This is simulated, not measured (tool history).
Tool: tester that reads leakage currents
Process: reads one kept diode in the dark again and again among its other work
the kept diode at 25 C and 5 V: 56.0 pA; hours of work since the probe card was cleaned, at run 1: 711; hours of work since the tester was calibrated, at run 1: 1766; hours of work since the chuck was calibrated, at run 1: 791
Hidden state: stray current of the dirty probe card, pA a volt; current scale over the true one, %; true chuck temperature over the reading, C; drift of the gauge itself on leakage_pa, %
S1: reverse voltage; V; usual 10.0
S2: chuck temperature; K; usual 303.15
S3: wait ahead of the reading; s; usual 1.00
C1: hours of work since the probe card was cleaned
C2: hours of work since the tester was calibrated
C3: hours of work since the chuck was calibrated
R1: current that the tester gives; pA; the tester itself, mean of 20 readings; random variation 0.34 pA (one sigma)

run	hour	S1	S2	S3	C1	C2	C3	R1
1	0.0	10.0	303.15	1.00	711	1766	791	108.11
2	50.7	10.0	303.15	1.00	736	1791	816	108.01
3	113.4	10.0	303.15	1.00	767	1823	847	108.34
4	217.5	10.0	329.15	1.00	819	1874	899	768.49
5	279.3	10.0	329.15	1.00	849	1905	930	763.53
6	366.2	10.0	329.15	1.00	892	1948	973	761.58
7	491.0	10.0	329.15	1.00	954	2010	1035	759.36
8	556.7	10.0	303.15	1.68	987	2042	1067	106.71
9	681.3	10.0	303.15	0.99	1049	2104	1129	107.88
10	777.7	10.0	303.15	0.99	1096	2152	1177	107.55
11	846.6	10.0	303.15	1.00	1131	2186	1211	107.63
12	908.2	10.0	303.15	1.00	1161	2217	1241	107.48
13	1002.6	10.0	303.15	1.00	1208	2264	1288	107.12
14	1098.3	10.0	326.15	0.65	1256	2311	1336	596.41
15	1213.5	1.8	297.15	8.35	1313	2368	1393	32.43
16	1283.6	10.0	314.15	1.05	1347	2403	1428	243.56
# hour 1374.5: chuck's temperature calibrated
17	1401.5	10.0	307.15	1.00	1405	2460	13	169.02
18	1469.8	10.0	324.15	0.38	1439	2494	47	599.87
19	1574.2	18.5	297.15	4.93	1490	2546	99	106.74
20	1694.7	18.5	297.15	4.93	1550	2606	159	106.98
21	1752.4	18.5	319.15	9.44	1579	2634	187	507.40
22	1820.7	10.6	320.15	0.67	1613	2668	221	447.52
23	1932.7	1.5	295.15	1.00	1668	2724	277	30.25
24	1991.2	5.6	316.15	1.00	1697	2753	306	258.95
25	2115.6	1.2	305.15	0.61	1759	2815	368	62.67

Forecast each of these 4 alternatives for the next run:
A	2212.5	10.0	293.15	1.90	1807	2863	416	?
B	2212.5	1.9	303.15	2.45	1807	2863	416	?
C	2212.5	3.5	305.15	0.60	1807	2863	416	?
D	2212.5	15.3	313.15	0.73	1807	2863	416	?

run	R1
A	61.41
B	62.16
C	93.89
D	305.47
Without the tool's hidden state the same runs would have given:
run	R1
A	46.90
B	62.18
C	92.65
D	293.98
